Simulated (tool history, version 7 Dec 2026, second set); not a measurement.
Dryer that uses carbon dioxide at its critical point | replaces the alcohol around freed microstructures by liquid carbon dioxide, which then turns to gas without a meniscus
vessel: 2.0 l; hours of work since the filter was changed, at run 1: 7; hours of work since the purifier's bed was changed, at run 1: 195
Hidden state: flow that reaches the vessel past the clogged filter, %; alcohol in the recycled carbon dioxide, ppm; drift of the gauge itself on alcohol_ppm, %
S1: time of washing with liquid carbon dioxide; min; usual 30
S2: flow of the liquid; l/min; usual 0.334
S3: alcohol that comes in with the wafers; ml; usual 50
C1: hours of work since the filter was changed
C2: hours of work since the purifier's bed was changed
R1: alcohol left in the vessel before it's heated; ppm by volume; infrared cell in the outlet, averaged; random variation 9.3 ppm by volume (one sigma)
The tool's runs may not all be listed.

run,hour,S1,S2,S3,C1,C2,R1
1,0,30,0.334,50,7,195,576
2,60.3,30,0.334,50,29,217,614
3,88.7,43,0.334,50,40,228,160
4,127.2,43,0.334,50,54,242,169
5,170,37,0.334,50,70,258,316
6,200.8,37,0.334,50,81,269,342
7,248,37,0.334,50,99,287,343
8,281.8,37,0.334,78,111,300,513
9,337.2,37,0.334,78,132,320,553
10,400.5,37,0.334,44,155,344,348
11,431,37,0.334,44,167,355,370
12,494.2,37,0.334,44,190,379,399
13,545.8,30,0.334,50,209,398,899
14,583.9,30,0.334,50,224,412,945
15,634,19,0.334,50,242,430,3124
16,666.3,19,0.334,50,254,442,3281
17,717.8,19,0.334,50,273,462,3156
18,744.9,30,0.334,50,283,472,1089
19,783.3,30,0.209,50,298,486,3743
# hour 817.6: inlet filter changed
20,838.1,30,0.334,50,8,506,624
21,885.5,30,0.334,50,25,524,669
# hour 898.1: purifier's bed changed
22,951.8,30,0.334,50,49,20,607
23,990.9,30,0.334,50,63,34,617
24,1055.7,30,0.334,50,87,59,655
25,1121.5,30,0.334,22,112,83,324
26,1183,29,0.334,26,135,106,437
27,1228.6,29,0.424,26,152,123,198
28,1265.9,30,0.334,64,166,137,995
29,1313.6,19,0.438,64,183,154,1718
30,1356.7,45,0.524,50,199,171,46
31,1393.8,45,0.524,50,213,184,47
32,1430.8,39,0.281,53,227,198,775
33,1463.1,28,0.342,93,239,210,1960
34,1507.6,27,0.22,108,255,227,8159
35,1548.5,24,0.413,50,271,242,967
36,1598.2,27,0.334,78,289,260,2165
37,1639.3,27,0.334,78,304,276,2258
# hour 1656.1: inlet filter changed
38,1699.3,27,0.334,78,16,298,1332
39,1748.2,27,0.334,78,34,316,1376
40,1783.7,47,0.326,31,47,329,121
41,1817.4,30,0.334,111,60,341,1439
42,1850.6,30,0.334,111,72,354,1395
43,1879.8,30,0.334,111,83,365,1456
44,1919,30,0.334,111,98,379,1528
45,1954.3,22,0.334,69,111,392,2484
46,2017.3,39,0.334,61,134,416,392
47,2083.8,30,0.419,50,159,440,369
48,2142.7,25,0.334,50,181,462,1467

Some steps in R1 between neighbouring runs. How much of each would the tool show without its hidden state too (settings, what came in, random variation), and how much is left for the hidden state, with any gauge scatter that isn't in both results?
Run 19 -> 20: S2 0.209 -> 0.334, inlet filter changed. R1 -3119 ppm by volume: hidden state -1167, all else -1952.
Run 33 -> 34: S1 28 -> 27, S2 0.342 -> 0.22, S3 93 -> 108. R1 +6199 ppm by volume: hidden state +1484, all else +4715.
Run 34 -> 35: S1 27 -> 24, S2 0.22 -> 0.413, S3 108 -> 50. R1 -7192 ppm by volume: hidden state -1825, all else -5367.

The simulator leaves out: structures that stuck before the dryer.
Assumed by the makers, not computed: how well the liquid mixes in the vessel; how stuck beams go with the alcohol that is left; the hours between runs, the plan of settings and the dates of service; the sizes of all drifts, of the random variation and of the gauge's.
